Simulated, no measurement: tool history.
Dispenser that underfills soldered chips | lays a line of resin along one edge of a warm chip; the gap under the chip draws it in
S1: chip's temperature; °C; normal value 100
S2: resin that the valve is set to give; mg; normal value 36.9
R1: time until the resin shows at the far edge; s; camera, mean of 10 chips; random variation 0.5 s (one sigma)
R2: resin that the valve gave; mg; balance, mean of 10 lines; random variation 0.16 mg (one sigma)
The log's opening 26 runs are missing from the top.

run   hour   S1    S2     R1     R2
     159.4  -- new syringe of resin
 27  162.6   94  40.6   56.4  38.92
 28  167.9  102  32.0   54.6  30.76
 29  174.5  102  32.0   77.0  30.70
     175.3  -- new syringe of resin
 30  183.0  111  42.2   37.7  40.17
 31  187.6  111  42.2   47.1  39.92
     191.6  -- new syringe of resin
 32  196.4  111  42.2   32.4  40.13
     200.0  -- dispensing valve cleaned and set on the balance
 33  201.9   99  37.3   63.2  37.31
     208.8  -- new syringe of resin
 34  210.7   90  41.3   64.3  41.07
 35  214.7   90  41.3   78.2  41.03
 36  221.5   90  33.6  111.8  33.35

3 options for the next run, each taken on its own from the tool as it stands now. Forecast them:
     224.8  -- new syringe of resin
  A  229.3  107  36.6   ?   ?
     224.8  -- new syringe of resin
  B  229.3   88  39.8   ?   ?
     224.8  -- new syringe of resin
  C  229.3  108  33.6   ?   ?

run    R1     R2
  A  36.8  36.47
  B  81.4  39.02
  C  35.9  33.25
What these runs would have given with no unlogged condition in the tool:
run    R1     R2
  A  29.9  36.80
  B  66.0  39.37
  C  29.0  33.55
